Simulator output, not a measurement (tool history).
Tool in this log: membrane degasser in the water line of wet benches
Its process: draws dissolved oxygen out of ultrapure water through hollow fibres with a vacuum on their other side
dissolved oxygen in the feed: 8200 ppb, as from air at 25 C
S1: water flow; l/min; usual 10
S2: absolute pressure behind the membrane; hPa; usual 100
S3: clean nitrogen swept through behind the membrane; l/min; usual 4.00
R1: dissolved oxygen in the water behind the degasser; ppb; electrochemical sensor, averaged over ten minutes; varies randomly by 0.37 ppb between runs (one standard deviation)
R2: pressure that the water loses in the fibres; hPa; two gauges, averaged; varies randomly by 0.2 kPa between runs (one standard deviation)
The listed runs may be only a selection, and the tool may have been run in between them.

run	hour	S1	S2	S3	R1	R2
1	0.0	10	100	4.00	45.3	445.7
2	79.3	10	100	4.00	46.0	445.3
3	150.9	10	100	4.00	46.0	445.5
4	251.3	10	100	4.53	41.4	446.1
5	308.3	10	100	4.53	40.5	439.6
6	355.6	12	100	4.53	51.5	531.1
7	419.0	12	100	4.53	51.5	534.2
8	494.7	12	100	4.53	51.7	538.2
9	568.1	12	239	4.53	142.2	533.1
10	619.7	12	239	4.53	141.4	530.7
11	669.8	12	239	4.53	141.5	536.5
12	724.2	12	239	4.53	141.4	533.1
13	836.7	12	239	4.53	142.4	533.1
14	950.1	12	239	4.53	140.7	530.0
15	1024.0	10	100	2.85	62.5	446.6
16	1092.4	8	100	4.00	36.1	350.1
17	1166.2	14	106	5.14	61.4	623.9
18	1237.5	14	106	5.14	61.8	616.3
19	1349.2	14	106	5.14	60.8	623.0
20	1436.4	8	140	6.17	37.2	354.4
21	1545.7	15	140	4.66	99.2	670.1
22	1632.8	15	140	4.66	100.0	667.1
23	1734.9	10	140	4.66	61.8	446.4
24	1781.4	12	111	5.48	49.7	536.8
25	1874.0	12	111	5.48	50.2	538.0
26	1920.1	14	100	4.00	70.0	623.6
27	2030.2	14	100	4.00	70.4	623.2
28	2119.9	13	133	11.40	38.4	579.1
29	2213.0	13	95	5.23	48.7	577.3
30	2294.4	7	91	7.25	15.0	312.1
31	2340.4	7	91	7.25	15.5	308.8

5 options for the next run, each taken on its own from the tool as it stands now. Forecast them:
A	2445.7	10	143	4.00	?	?
B	2445.7	10	89	2.38	?	?
C	2445.7	7	100	4.00	?	?
D	2445.7	6	91	1.91	?	?
E	2445.7	6	200	3.93	?	?

run	R1	R2
A	72.1	444.8
B	62.4	447.2
C	31.0	309.5
D	46.4	268.2
E	65.3	268.5
Without the tool's unlogged condition, the same runs would have read:
run	R1	R2
A	72.0	444.8
B	62.3	447.1
C	31.0	309.4
D	46.4	268.1
E	65.2	268.4
